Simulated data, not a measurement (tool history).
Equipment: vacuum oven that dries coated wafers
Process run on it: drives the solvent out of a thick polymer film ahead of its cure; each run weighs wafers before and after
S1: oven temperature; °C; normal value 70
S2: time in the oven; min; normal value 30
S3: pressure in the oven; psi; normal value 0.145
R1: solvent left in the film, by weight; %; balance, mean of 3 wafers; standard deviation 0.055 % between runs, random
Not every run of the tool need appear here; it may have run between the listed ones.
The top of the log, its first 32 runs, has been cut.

run,day,S1,S2,S3,R1
33,119.633,61,30,0.109,5.2
34,124.254,67,45,0.096,2.52
35,127.046,67,45,0.096,2.55
36,131.738,73,45,0.08,1.75
37,136.671,78,53,0.321,2.84
# day 142.192: vacuum gauge cleaned of residue and calibrated
38,142.192,70,30,0.145,2.28
39,144.929,70,30,0.145,2.42
40,148.054,84,19,0.173,1.8
41,151.267,84,19,0.173,1.66
42,156.079,81,25,0.12,1.21
43,158.471,81,18,0.12,1.98
44,161.788,63,20,0.12,5.87
45,165.554,61,17,0.081,7.03

Below are 4 alternative next runs, each starting from the tool's condition after run 45. Predict each:
A,169.171,70,15,0.145,?
B,169.171,59,17,0.088,?
C,169.171,67,16,0.219,?
D,169.171,61,17,0.573,?

run,R1
A,5.5
B,7.72
C,6.69
D,11.32
Stripped of hidden state, with their random variation kept, the same runs would have yielded:
run,R1
A,4.96
B,7.09
C,6.11
D,10.56

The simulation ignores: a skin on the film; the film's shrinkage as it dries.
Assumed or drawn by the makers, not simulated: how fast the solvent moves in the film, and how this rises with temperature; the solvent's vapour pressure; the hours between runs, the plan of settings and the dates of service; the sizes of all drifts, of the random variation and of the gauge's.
